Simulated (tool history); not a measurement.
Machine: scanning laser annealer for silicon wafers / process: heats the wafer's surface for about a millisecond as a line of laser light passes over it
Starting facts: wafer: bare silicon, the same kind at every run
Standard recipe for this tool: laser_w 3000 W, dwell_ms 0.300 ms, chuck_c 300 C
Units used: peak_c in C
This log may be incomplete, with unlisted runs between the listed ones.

| run | day | laser_w | dwell_ms | chuck_c | peak_c |
|---|---|---|---|---|---|
| 1 | 0.000 | 3000 | 0.300 | 300 | 1057 |
|  | 1.771 | window over the wafer cleaned |
| 2 | 3.462 | 3000 | 0.231 | 300 | 969 |
| 3 | 6.462 | 3000 | 0.231 | 300 | 967 |
| 4 | 8.217 | 3000 | 0.231 | 300 | 965 |
| 5 | 10.446 | 3000 | 0.300 | 300 | 1075 |
| 6 | 12.133 | 3000 | 0.300 | 300 | 1069 |
| 7 | 13.658 | 3000 | 0.380 | 300 | 1186 |
| 8 | 17.038 | 3000 | 0.380 | 300 | 1185 |
| 9 | 19.083 | 3077 | 0.300 | 300 | 1092 |
| 10 | 22.138 | 3000 | 0.300 | 300 | 1069 |
| 11 | 24.488 | 3000 | 0.300 | 271 | 1034 |
| 12 | 27.642 | 3152 | 0.300 | 300 | 1108 |
| 13 | 31.071 | 3000 | 0.300 | 264 | 1022 |
| 14 | 32.554 | 3000 | 0.314 | 264 | 1045 |
| 15 | 34.471 | 3018 | 0.300 | 300 | 1064 |
| 16 | 37.521 | 3018 | 0.300 | 300 | 1060 |
| 17 | 38.967 | 3000 | 0.300 | 265 | 1019 |
|  | 42.188 | optics aligned, line set to its width |
| 18 | 42.258 | 3000 | 0.300 | 300 | 1051 |
| 19 | 44.958 | 3000 | 0.300 | 300 | 1046 |
| 20 | 46.517 | 3277 | 0.300 | 300 | 1122 |
| 21 | 48.954 | 3277 | 0.300 | 300 | 1122 |
| 22 | 50.592 | 2986 | 0.243 | 316 | 969 |
| 23 | 53.929 | 2986 | 0.243 | 316 | 966 |
|  | 54.950 | optics aligned, line set to its width, once more |
|  | 56.312 | window over the wafer cleaned |
| 24 | 56.762 | 2889 | 0.300 | 316 | 1071 |
| 25 | 58.671 | 2889 | 0.300 | 316 | 1070 |
| 26 | 60.671 | 2889 | 0.300 | 316 | 1068 |
| 27 | 62.808 | 3043 | 0.260 | 262 | 994 |
| 28 | 65.154 | 2984 | 0.300 | 300 | 1080 |
| 29 | 67.408 | 2984 | 0.355 | 300 | 1155 |
| 30 | 69.546 | 2984 | 0.355 | 300 | 1155 |
| 31 | 72.671 | 2837 | 0.300 | 271 | 1002 |
| 32 | 75.946 | 2837 | 0.300 | 271 | 997 |
| 33 | 77.467 | 3197 | 0.236 | 300 | 1023 |
| 34 | 80.000 | 3197 | 0.236 | 300 | 1022 |
| 35 | 82.333 | 2871 | 0.222 | 290 | 905 |
| 36 | 84.333 | 3077 | 0.300 | 300 | 1091 |
| 37 | 87.100 | 3077 | 0.300 | 300 | 1090 |
| 38 | 89.321 | 2738 | 0.241 | 302 | 910 |
| 39 | 91.933 | 2738 | 0.290 | 297 | 974 |
| 40 | 93.312 | 2738 | 0.290 | 297 | 974 |
| 41 | 95.675 | 2738 | 0.290 | 297 | 971 |

Alternative continuations, all from the tool just after run 41; predict every row:
| A | 98.533 | 3122 | 0.255 | 297 | ? |
| B | 98.533 | 3008 | 0.300 | 300 | ? |
| C | 98.533 | 2557 | 0.246 | 300 | ? |

| run | peak_c |
|---|---|
| A | 1018 |
| B | 1063 |
| C | 866 |
With the hidden condition removed and each run's random variation left untouched, the same runs would have given:
| run | peak_c |
|---|---|
| A | 1042 |
| B | 1089 |
| C | 885 |
